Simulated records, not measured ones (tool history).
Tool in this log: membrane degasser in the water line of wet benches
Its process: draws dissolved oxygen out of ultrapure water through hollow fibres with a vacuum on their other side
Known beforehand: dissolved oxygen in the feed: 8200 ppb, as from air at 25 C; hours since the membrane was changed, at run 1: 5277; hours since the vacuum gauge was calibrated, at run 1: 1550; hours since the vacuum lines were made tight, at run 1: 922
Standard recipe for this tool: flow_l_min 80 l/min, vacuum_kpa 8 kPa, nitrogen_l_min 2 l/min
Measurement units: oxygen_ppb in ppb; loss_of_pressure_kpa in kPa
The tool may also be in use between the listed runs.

run,hour,flow_l_min,vacuum_kpa,nitrogen_l_min,hours since the membrane was changed,hours since the vacuum gauge was calibrated,hours since the vacuum lines were made tight,oxygen_ppb,loss_of_pressure_kpa
1,0,80,8,2,5277,1550,922,445.9,64.01
2,139.8,80,8,2,5416,1690,1062,455.1,63.61
3,277.3,80,8,2,5554,1827,1200,451.8,64.02
4,372.8,80,8,2,5649,1923,1295,449,64.67
5,459.5,80,8,2,5736,2010,1382,451.7,64.47
6,609.1,80,8,2,5886,2159,1532,453.7,64.55
7,753.7,80,8,2,6030,2304,1676,456.5,64.94
8,894.6,71,8,2,6171,2445,1817,400,57.65
9,1032.4,80,7.58,2,6309,2583,1955,436.7,64.99
10,1148.5,80,7.58,2,6425,2699,2071,434.6,65.49
11,1293.8,80,8,2,6570,2844,2216,471.6,65.45
12,1383,50,8,2,6660,2933,2305,284.6,40.67
13,1475.3,66,8,2,6752,3025,2398,376,53.89
14,1556.8,81,8,2,6833,3107,2479,472.6,66.17
15,1677.5,81,8,2,6954,3228,2600,474.8,66.14
16,1806.3,80,8,2,7083,3356,2729,476.8,64.89
17,1963.2,80,8,1.33,7240,3513,2886,609.7,65.76
18,2113.4,80,8,1.33,7390,3664,3036,619.4,65.74
19,2219.5,66,5.37,3.94,7496,3770,3142,140.6,54.6
# hour 2227.8: vacuum gauge calibrated
20,2324.3,122,5.61,3.94,7600,97,3246,430.7,100.43
21,2449,61,7.81,4.05,7725,221,3371,209.6,50.43
22,2617.1,61,7.81,4.05,7893,389,3539,208.3,50.4
23,2764.6,102,6.42,3.56,8041,537,3687,390.6,84.6
# hour 2876.2: vacuum gauge calibrated, once more
# hour 2880.2: membrane cartridge changed
24,2939.9,102,6.42,3.56,60,60,3857,303.8,77.22
25,3109.9,55,8,4.35,230,230,4027,155.2,42.07
# hour 3207.7: seals of the vacuum lines changed
26,3281.7,62,13.51,5.56,400,400,74,283.7,47.11
27,3441.4,62,13.51,5.56,559,559,234,283.2,46.99
28,3558.7,111,16.88,5.56,677,677,351,700.9,84.45
29,3670.1,65,7.65,2.77,788,788,462,254.4,49.62
30,3819.4,65,7.11,2.77,937,937,612,229.5,49.74
31,3969.1,63,11.76,0.94,1087,1087,761,943.9,48.14

Alternative continuations, all from the tool just after run 31; predict every row:
A,4055.7,87,6.55,2.26,1174,1174,848,?,?
B,4055.7,60,11.76,0.94,1174,1174,848,?,?
C,4055.7,81,11.76,1.69,1174,1174,848,?,?

run,oxygen_ppb,loss_of_pressure_kpa
A,336.2,66.49
B,897.7,45.65
C,806.8,61.82
Without the tool's hidden state the same runs would have given:
run,oxygen_ppb,loss_of_pressure_kpa
A,322.5,65.67
B,884.8,45.08
C,793.2,61.05
